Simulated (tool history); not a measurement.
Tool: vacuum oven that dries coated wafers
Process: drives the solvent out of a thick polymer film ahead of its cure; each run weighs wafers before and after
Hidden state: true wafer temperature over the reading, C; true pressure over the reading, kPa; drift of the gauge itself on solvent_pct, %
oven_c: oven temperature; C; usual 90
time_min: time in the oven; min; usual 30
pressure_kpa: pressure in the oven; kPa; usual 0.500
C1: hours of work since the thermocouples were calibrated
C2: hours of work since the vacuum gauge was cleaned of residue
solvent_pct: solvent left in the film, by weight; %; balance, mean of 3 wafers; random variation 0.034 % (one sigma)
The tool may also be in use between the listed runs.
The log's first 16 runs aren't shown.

{"run": 17, "day": 11.167, "oven_c": 90, "time_min": 30, "pressure_kpa": 0.394, "C1": 634, "C2": 230, "solvent_pct": 2.38}
{"run": 18, "day": 11.762, "oven_c": 90, "time_min": 30, "pressure_kpa": 0.5, "C1": 642, "C2": 239, "solvent_pct": 2.35}
{"run": 19, "day": 12.142, "oven_c": 90, "time_min": 30, "pressure_kpa": 0.5, "C1": 648, "C2": 244, "solvent_pct": 2.43}
{"run": 20, "day": 12.846, "oven_c": 90, "time_min": 30, "pressure_kpa": 0.462, "C1": 657, "C2": 254, "solvent_pct": 2.38}
{"day": 12.988, "done": "vacuum gauge cleaned of residue and calibrated"}
{"run": 21, "day": 13.4, "oven_c": 86, "time_min": 50, "pressure_kpa": 1.056, "C1": 664, "C2": 6, "solvent_pct": 1.79}
{"run": 22, "day": 14.342, "oven_c": 92, "time_min": 51, "pressure_kpa": 0.288, "C1": 677, "C2": 19, "solvent_pct": 0.54}
{"run": 23, "day": 14.742, "oven_c": 92, "time_min": 51, "pressure_kpa": 0.288, "C1": 683, "C2": 24, "solvent_pct": 0.5}
{"day": 15.075, "done": "vacuum gauge cleaned of residue and calibrated, once more"}
{"run": 24, "day": 15.733, "oven_c": 92, "time_min": 51, "pressure_kpa": 0.288, "C1": 696, "C2": 9, "solvent_pct": 0.44}
{"run": 25, "day": 16.579, "oven_c": 92, "time_min": 51, "pressure_kpa": 0.288, "C1": 707, "C2": 21, "solvent_pct": 0.46}
{"run": 26, "day": 17.246, "oven_c": 90, "time_min": 40, "pressure_kpa": 0.5, "C1": 717, "C2": 30, "solvent_pct": 1.41}
{"run": 27, "day": 18.171, "oven_c": 90, "time_min": 30, "pressure_kpa": 1.109, "C1": 730, "C2": 43, "solvent_pct": 2.54}
{"run": 28, "day": 18.871, "oven_c": 103, "time_min": 16, "pressure_kpa": 0.796, "C1": 739, "C2": 53, "solvent_pct": 1.5}
{"day": 19.596, "done": "oven's thermocouples calibrated"}
{"run": 29, "day": 19.596, "oven_c": 102, "time_min": 49, "pressure_kpa": 0.431, "C1": 0, "C2": 62, "solvent_pct": 0.09}
{"run": 30, "day": 20.329, "oven_c": 102, "time_min": 49, "pressure_kpa": 0.431, "C1": 10, "C2": 72, "solvent_pct": 0.09}
{"run": 31, "day": 21.125, "oven_c": 102, "time_min": 49, "pressure_kpa": 0.431, "C1": 21, "C2": 83, "solvent_pct": 0.08}
{"run": 32, "day": 21.625, "oven_c": 88, "time_min": 25, "pressure_kpa": 0.751, "C1": 28, "C2": 90, "solvent_pct": 3.53}
{"run": 33, "day": 22.538, "oven_c": 88, "time_min": 17, "pressure_kpa": 1.662, "C1": 41, "C2": 102, "solvent_pct": 5.48}
{"run": 34, "day": 23.204, "oven_c": 88, "time_min": 17, "pressure_kpa": 1.662, "C1": 50, "C2": 111, "solvent_pct": 5.6}
{"run": 35, "day": 24.1, "oven_c": 88, "time_min": 48, "pressure_kpa": 1.662, "C1": 62, "C2": 124, "solvent_pct": 1.41}
{"run": 36, "day": 24.738, "oven_c": 79, "time_min": 26, "pressure_kpa": 0.526, "C1": 71, "C2": 133, "solvent_pct": 6.58}
{"run": 37, "day": 25.475, "oven_c": 79, "time_min": 26, "pressure_kpa": 0.526, "C1": 81, "C2": 143, "solvent_pct": 6.53}
{"run": 38, "day": 26.408, "oven_c": 77, "time_min": 24, "pressure_kpa": 0.5, "C1": 94, "C2": 156, "solvent_pct": 7.62}
{"run": 39, "day": 27.346, "oven_c": 102, "time_min": 51, "pressure_kpa": 0.584, "C1": 107, "C2": 169, "solvent_pct": 0.1}
{"run": 40, "day": 28.15, "oven_c": 90, "time_min": 37, "pressure_kpa": 0.584, "C1": 119, "C2": 180, "solvent_pct": 1.33}

Forecast each of these 4 alternatives for the next run:
{"run": "A", "day": 28.817, "oven_c": 97, "time_min": 45, "pressure_kpa": 0.394, "C1": 128, "C2": 189, "solvent_pct": "?"}
{"run": "B", "day": 28.817, "oven_c": 90, "time_min": 37, "pressure_kpa": 0.819, "C1": 128, "C2": 189, "solvent_pct": "?"}
{"run": "C", "day": 28.817, "oven_c": 90, "time_min": 33, "pressure_kpa": 1.909, "C1": 128, "C2": 189, "solvent_pct": "?"}
{"run": "D", "day": 28.817, "oven_c": 82, "time_min": 30, "pressure_kpa": 0.5, "C1": 128, "C2": 189, "solvent_pct": "?"}

run=A solvent_pct=0.26
run=B solvent_pct=1.43
run=C solvent_pct=2.01
run=D solvent_pct=4.63
Without the tool's hidden state the same runs would have given:
run=A solvent_pct=0.25
run=B solvent_pct=1.41
run=C solvent_pct=1.99
run=D solvent_pct=4.60

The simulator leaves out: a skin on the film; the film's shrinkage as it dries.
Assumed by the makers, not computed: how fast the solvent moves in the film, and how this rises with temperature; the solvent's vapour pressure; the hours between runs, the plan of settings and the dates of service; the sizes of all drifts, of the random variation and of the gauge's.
